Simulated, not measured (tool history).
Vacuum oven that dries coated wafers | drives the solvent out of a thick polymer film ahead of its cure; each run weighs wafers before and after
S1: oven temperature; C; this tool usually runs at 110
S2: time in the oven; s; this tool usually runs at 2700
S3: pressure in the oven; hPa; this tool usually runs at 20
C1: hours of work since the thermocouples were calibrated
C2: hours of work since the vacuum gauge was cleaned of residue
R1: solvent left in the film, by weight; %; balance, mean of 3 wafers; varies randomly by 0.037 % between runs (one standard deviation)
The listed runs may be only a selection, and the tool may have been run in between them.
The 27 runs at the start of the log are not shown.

run	day	S1	S2	S3	C1	C2	R1
28	21.583	125	2460	20.1	36	869	1.89
29	22.375	125	2460	20.1	47	880	1.85
30	22.871	102	2700	78.9	54	887	11.01
31	23.983	99	1980	10.2	69	903	8.05
32	24.933	99	1920	75.7	83	916	12.86
33	25.588	112	2700	20	92	925	3.8
34	26.096	103	2520	11.3	99	932	5.81
35	26.942	99	2160	17.3	111	944	8.15
36	28.021	123	2220	37.4	126	959	3.23
37	29.025	123	2220	37.4	140	973	3.16
38	29.483	123	2820	12.4	146	979	1.4
39	30.542	112	3960	43.6	161	994	4.09
40	31.379	101	1740	21	173	1006	8.86
41	32.492	110	1860	20	188	1021	5.98
42	33.133	102	1380	27.9	197	1030	10.07
43	33.688	108	1620	20	205	1038	7.25
44	34.604	109	1500	20	218	1051	7.35
45	35.646	108	1380	38	232	1065	8.98
46	36.2	108	1380	38	240	1073	8.9

Branching from run 46: 3 alternative next runs. What would each branch give?
A	36.929	112	3600	20	250	1083	?
B	36.929	102	1380	31.9	250	1083	?
C	36.929	108	1380	39.9	250	1083	?

run	R1
A	2.81
B	10.15
C	9.01
Stripped of hidden state, with their random variation kept, the same runs would have yielded:
run	R1
A	2.79
B	10.21
C	9.09
